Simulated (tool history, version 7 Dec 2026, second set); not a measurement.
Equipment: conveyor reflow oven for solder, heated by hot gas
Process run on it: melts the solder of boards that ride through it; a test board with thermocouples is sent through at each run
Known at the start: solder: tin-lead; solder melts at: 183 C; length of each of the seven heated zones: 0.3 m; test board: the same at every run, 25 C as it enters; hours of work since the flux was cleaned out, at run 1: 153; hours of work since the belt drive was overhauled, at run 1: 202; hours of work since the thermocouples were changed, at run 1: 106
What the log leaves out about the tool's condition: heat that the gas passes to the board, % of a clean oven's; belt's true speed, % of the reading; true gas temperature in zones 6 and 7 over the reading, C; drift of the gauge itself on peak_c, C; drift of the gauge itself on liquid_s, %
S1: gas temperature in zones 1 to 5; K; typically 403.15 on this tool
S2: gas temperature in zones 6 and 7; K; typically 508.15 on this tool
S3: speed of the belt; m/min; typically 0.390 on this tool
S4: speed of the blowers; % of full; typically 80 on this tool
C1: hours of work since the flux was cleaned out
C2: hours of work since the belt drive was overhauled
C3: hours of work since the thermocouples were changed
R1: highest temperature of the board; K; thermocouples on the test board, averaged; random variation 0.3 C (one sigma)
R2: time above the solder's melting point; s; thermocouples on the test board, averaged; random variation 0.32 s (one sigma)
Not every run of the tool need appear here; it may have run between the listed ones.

{"run": 1, "hour": 0.0, "S1": 403.15, "S2": 508.15, "S3": 0.39, "S4": 80, "C1": 153, "C2": 202, "C3": 106, "R1": 489.35, "R2": 65.1}
{"run": 2, "hour": 12.0, "S1": 403.15, "S2": 508.15, "S3": 0.39, "S4": 80, "C1": 158, "C2": 207, "C3": 111, "R1": 489.05, "R2": 65.1}
{"run": 3, "hour": 24.9, "S1": 403.15, "S2": 508.15, "S3": 0.39, "S4": 80, "C1": 164, "C2": 212, "C3": 117, "R1": 488.95, "R2": 65.1}
{"run": 4, "hour": 33.3, "S1": 403.15, "S2": 501.15, "S3": 0.39, "S4": 80, "C1": 167, "C2": 216, "C3": 120, "R1": 482.75, "R2": 58.5}
{"run": 5, "hour": 51.5, "S1": 403.15, "S2": 501.15, "S3": 0.39, "S4": 80, "C1": 175, "C2": 224, "C3": 128, "R1": 483.05, "R2": 58.7}
{"run": 6, "hour": 64.6, "S1": 403.15, "S2": 508.15, "S3": 0.444, "S4": 80, "C1": 181, "C2": 230, "C3": 134, "R1": 484.15, "R2": 50.7}
{"run": 7, "hour": 83.8, "S1": 403.15, "S2": 508.15, "S3": 0.371, "S4": 80, "C1": 189, "C2": 238, "C3": 142, "R1": 490.85, "R2": 70.7}
{"run": 8, "hour": 96.5, "S1": 403.15, "S2": 508.15, "S3": 0.371, "S4": 80, "C1": 195, "C2": 244, "C3": 148, "R1": 490.85, "R2": 70.6}
{"run": 9, "hour": 109.5, "S1": 403.15, "S2": 508.15, "S3": 0.371, "S4": 75, "C1": 201, "C2": 249, "C3": 154, "R1": 489.65, "R2": 68.2}
{"run": 10, "hour": 129.3, "S1": 403.15, "S2": 508.15, "S3": 0.371, "S4": 75, "C1": 209, "C2": 258, "C3": 162, "R1": 489.05, "R2": 68.0}
{"run": 11, "hour": 137.7, "S1": 403.15, "S2": 508.15, "S3": 0.39, "S4": 80, "C1": 213, "C2": 262, "C3": 166, "R1": 488.25, "R2": 64.4}
{"run": 12, "hour": 154.6, "S1": 403.15, "S2": 508.15, "S3": 0.39, "S4": 80, "C1": 220, "C2": 269, "C3": 173, "R1": 489.15, "R2": 64.9}
{"run": 13, "hour": 172.1, "S1": 403.15, "S2": 508.15, "S3": 0.39, "S4": 80, "C1": 228, "C2": 277, "C3": 181, "R1": 489.05, "R2": 63.9}
{"run": 14, "hour": 182.1, "S1": 403.15, "S2": 508.15, "S3": 0.39, "S4": 80, "C1": 232, "C2": 281, "C3": 185, "R1": 488.65, "R2": 64.6}
{"run": 15, "hour": 199.5, "S1": 403.15, "S2": 508.15, "S3": 0.39, "S4": 80, "C1": 240, "C2": 289, "C3": 193, "R1": 489.25, "R2": 64.1}
{"hour": 206.2, "done": "flux residue cleaned out of gas plates and filters"}
{"run": 16, "hour": 224.3, "S1": 403.15, "S2": 511.15, "S3": 0.39, "S4": 80, "C1": 8, "C2": 297, "C3": 202, "R1": 491.15, "R2": 66.4}
{"run": 17, "hour": 243.4, "S1": 403.15, "S2": 518.15, "S3": 0.39, "S4": 74, "C1": 16, "C2": 306, "C3": 210, "R1": 495.25, "R2": 69.6}
{"run": 18, "hour": 259.0, "S1": 414.15, "S2": 522.15, "S3": 0.39, "S4": 74, "C1": 23, "C2": 312, "C3": 217, "R1": 500.35, "R2": 79.1}
{"run": 19, "hour": 270.0, "S1": 403.15, "S2": 508.15, "S3": 0.378, "S4": 64, "C1": 28, "C2": 317, "C3": 221, "R1": 484.05, "R2": 60.0}
{"hour": 275.9, "done": "flux residue cleaned out of gas plates and filters, once more"}
{"run": 20, "hour": 289.9, "S1": 403.15, "S2": 516.15, "S3": 0.39, "S4": 65, "C1": 6, "C2": 324, "C3": 228, "R1": 491.25, "R2": 65.6}
{"run": 21, "hour": 307.7, "S1": 403.15, "S2": 516.15, "S3": 0.39, "S4": 65, "C1": 14, "C2": 331, "C3": 236, "R1": 490.85, "R2": 66.4}
{"run": 22, "hour": 320.9, "S1": 403.15, "S2": 516.15, "S3": 0.39, "S4": 65, "C1": 20, "C2": 337, "C3": 242, "R1": 491.45, "R2": 66.1}
{"run": 23, "hour": 338.5, "S1": 394.15, "S2": 508.15, "S3": 0.39, "S4": 80, "C1": 27, "C2": 345, "C3": 249, "R1": 488.15, "R2": 61.4}
{"run": 24, "hour": 347.5, "S1": 394.15, "S2": 508.15, "S3": 0.39, "S4": 80, "C1": 31, "C2": 349, "C3": 253, "R1": 488.95, "R2": 61.1}
{"run": 25, "hour": 360.9, "S1": 394.15, "S2": 508.15, "S3": 0.394, "S4": 56, "C1": 37, "C2": 355, "C3": 259, "R1": 477.75, "R2": 45.9}
{"run": 26, "hour": 380.6, "S1": 409.15, "S2": 511.15, "S3": 0.354, "S4": 56, "C1": 46, "C2": 363, "C3": 268, "R1": 488.05, "R2": 72.5}
{"run": 27, "hour": 396.4, "S1": 409.15, "S2": 511.15, "S3": 0.354, "S4": 56, "C1": 53, "C2": 370, "C3": 274, "R1": 487.95, "R2": 72.2}
{"run": 28, "hour": 407.1, "S1": 403.15, "S2": 508.15, "S3": 0.39, "S4": 88, "C1": 57, "C2": 375, "C3": 279, "R1": 491.65, "R2": 68.6}
{"run": 29, "hour": 416.5, "S1": 403.15, "S2": 509.15, "S3": 0.39, "S4": 88, "C1": 61, "C2": 379, "C3": 283, "R1": 492.25, "R2": 69.1}
{"run": 30, "hour": 431.2, "S1": 403.15, "S2": 509.15, "S3": 0.39, "S4": 88, "C1": 68, "C2": 385, "C3": 290, "R1": 492.25, "R2": 69.5}

Alternative continuations, all from the tool just after run 30; predict every row:
{"run": "A", "hour": 441.2, "S1": 403.15, "S2": 509.15, "S3": 0.461, "S4": 50, "C1": 72, "C2": 390, "C3": 294, "R1": "?", "R2": "?"}
{"run": "B", "hour": 441.2, "S1": 403.15, "S2": 508.15, "S3": 0.466, "S4": 80, "C1": 72, "C2": 390, "C3": 294, "R1": "?", "R2": "?"}
{"run": "C", "hour": 441.2, "S1": 391.15, "S2": 508.15, "S3": 0.39, "S4": 55, "C1": 72, "C2": 390, "C3": 294, "R1": "?", "R2": "?"}

run=A R1=469.55 R2=28.1
run=B R1=482.75 R2=47.0
run=C R1=476.85 R2=43.4
What these runs would have given with no unlogged condition in the tool:
run=A R1=469.85 R2=28.3
run=B R1=483.45 R2=47.1
run=C R1=477.25 R2=43.5

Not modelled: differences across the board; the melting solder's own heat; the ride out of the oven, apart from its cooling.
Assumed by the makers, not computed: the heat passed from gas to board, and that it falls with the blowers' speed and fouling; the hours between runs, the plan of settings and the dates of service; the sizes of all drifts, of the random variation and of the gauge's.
